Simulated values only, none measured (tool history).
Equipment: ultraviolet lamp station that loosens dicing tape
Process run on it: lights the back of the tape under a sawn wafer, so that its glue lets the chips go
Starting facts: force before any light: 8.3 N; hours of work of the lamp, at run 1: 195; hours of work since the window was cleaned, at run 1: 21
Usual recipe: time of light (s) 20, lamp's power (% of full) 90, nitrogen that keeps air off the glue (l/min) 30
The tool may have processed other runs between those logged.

| run | hour | time of light (s) | lamp's power (% of full) | nitrogen that keeps air off the glue (l/min) | hours of work of the lamp | hours of work since the window was cleaned | force that peels the tape off (N) | light that reached the tape (mJ/cm2) |
|---|---|---|---|---|---|---|---|---|
| 1 | 0.0 | 20 | 90 | 30 | 195 | 21 | 0.316 | 536 |
| 2 | 8.8 | 20 | 90 | 30 | 200 | 26 | 0.325 | 532 |
| 3 | 14.6 | 20 | 90 | 30 | 203 | 29 | 0.322 | 534 |
| 4 | 25.7 | 20 | 90 | 30 | 209 | 36 | 0.326 | 532 |
| 5 | 37.2 | 20 | 100 | 30 | 215 | 42 | 0.266 | 586 |
| 6 | 42.5 | 20 | 90 | 30 | 218 | 45 | 0.323 | 527 |
| 7 | 53.6 | 20 | 90 | 30 | 225 | 51 | 0.324 | 530 |
| 8 | 59.3 | 20 | 90 | 30 | 228 | 54 | 0.337 | 530 |
| 9 | 66.0 | 20 | 90 | 30 | 231 | 58 | 0.318 | 532 |
| 10 | 74.5 | 20 | 90 | 30 | 236 | 63 | 0.321 | 525 |
| 11 | 84.5 | 20 | 90 | 30 | 242 | 68 | 0.338 | 527 |
| 12 | 90.3 | 20 | 90 | 30 | 245 | 71 | 0.340 | 524 |
| 13 | 102.3 | 20 | 90 | 16 | 252 | 78 | 0.464 | 524 |
| 14 | 112.4 | 37 | 93 | 21 | 257 | 84 | 0.164 | 994 |
|  | 113.4 | window cleaned of glue's vapour |
| 15 | 123.0 | 20 | 81 | 13 | 263 | 5 | 0.701 | 466 |
|  | 134.8 | window cleaned of glue's vapour, once more |
| 16 | 135.0 | 12 | 90 | 16 | 269 | 0 | 1.371 | 316 |
| 17 | 139.9 | 12 | 90 | 16 | 272 | 3 | 1.318 | 314 |
| 18 | 145.5 | 12 | 67 | 16 | 275 | 6 | 2.087 | 235 |
| 19 | 154.4 | 11 | 70 | 16 | 280 | 11 | 2.197 | 222 |
| 20 | 159.4 | 39 | 90 | 34 | 283 | 14 | 0.140 | 1028 |
| 21 | 169.6 | 30 | 84 | 30 | 288 | 19 | 0.191 | 737 |

Below are 4 alternative next runs, each starting from the tool's condition after run 21. Predict each:
| A | 178.0 | 14 | 84 | 30 | 293 | 24 | ? | ? |
| B | 178.0 | 15 | 77 | 30 | 293 | 24 | ? | ? |
| C | 178.0 | 11 | 70 | 30 | 293 | 24 | ? | ? |
| D | 178.0 | 20 | 66 | 30 | 293 | 24 | ? | ? |

| run | force that peels the tape off (N) | light that reached the tape (mJ/cm2) |
|---|---|---|
| A | 0.857 | 343 |
| B | 0.904 | 336 |
| C | 1.791 | 226 |
| D | 0.682 | 385 |
Stripped of hidden state, with their random variation kept, the same runs would have yielded:
| run | force that peels the tape off (N) | light that reached the tape (mJ/cm2) |
|---|---|---|
| A | 0.741 | 368 |
| B | 0.783 | 360 |
| C | 1.612 | 242 |
| D | 0.585 | 413 |
